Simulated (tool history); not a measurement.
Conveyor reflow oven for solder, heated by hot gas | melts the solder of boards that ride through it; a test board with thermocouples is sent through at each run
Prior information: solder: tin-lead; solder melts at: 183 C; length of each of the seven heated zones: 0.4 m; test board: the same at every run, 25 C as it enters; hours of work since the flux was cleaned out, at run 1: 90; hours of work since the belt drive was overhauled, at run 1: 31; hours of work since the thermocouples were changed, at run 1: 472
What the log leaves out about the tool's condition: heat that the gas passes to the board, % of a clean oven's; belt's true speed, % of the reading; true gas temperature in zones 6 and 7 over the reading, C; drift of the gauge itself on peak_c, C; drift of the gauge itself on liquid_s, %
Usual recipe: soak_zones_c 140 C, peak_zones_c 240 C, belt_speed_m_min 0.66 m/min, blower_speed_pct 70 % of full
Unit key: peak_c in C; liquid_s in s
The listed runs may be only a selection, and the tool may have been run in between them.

run	day	soak_zones_c	peak_zones_c	belt_speed_m_min	blower_speed_pct	hours of work since the flux was cleaned out	hours of work since the belt drive was overhauled	hours of work since the thermocouples were changed	peak_c	liquid_s
1	0	140	240	0.66	70	90	31	472	222.8	58.9
2	0.338	140	240	0.66	70	96	37	478	223.5	59.4
3	0.612	140	240	0.66	70	101	41	482	222.4	58.3
4	0.8	140	235	0.66	70	104	45	485	217.7	56
5	1	140	240	0.66	70	107	48	489	222.7	59
6	1.325	140	240	0.621	70	113	53	494	225.6	63.6
7	1.538	140	240	0.621	70	116	57	498	225.2	63.9
8	1.912	140	240	0.621	70	122	63	504	225	63.8
9	2.288	140	240	0.66	75	129	69	510	223.1	59.2
10	2.546	146	240	0.609	70	133	74	515	226.3	68
11	2.888	146	240	0.609	70	139	79	520	225.9	68
12	3.217	144	240	0.571	70	144	85	526	227.2	73.1
13	3.533	144	240	0.571	70	150	90	531	227.7	72.8
14	3.829	144	240	0.571	70	155	95	536	228.2	73.1
15	4.071	144	240	0.571	70	159	99	540	227.7	73.3
16	4.367	140	235	0.604	77	163	104	545	222	64.8

Consider 3 possible next runs. They are alternatives, not a sequence: every one starts from the tool as it was left by run 16. What does each give?
A	4.583	140	235	0.604	54	167	108	549	?	?
B	4.583	140	235	0.66	70	167	108	549	?	?
C	4.583	145	240	0.636	64	167	108	549	?	?

run	peak_c	liquid_s
A	217.8	60.3
B	218.8	55.8
C	224.2	63.4
Without the tool's unlogged condition, the same runs would have read:
run	peak_c	liquid_s
A	217.9	60.4
B	219	55.9
C	224.4	63.5

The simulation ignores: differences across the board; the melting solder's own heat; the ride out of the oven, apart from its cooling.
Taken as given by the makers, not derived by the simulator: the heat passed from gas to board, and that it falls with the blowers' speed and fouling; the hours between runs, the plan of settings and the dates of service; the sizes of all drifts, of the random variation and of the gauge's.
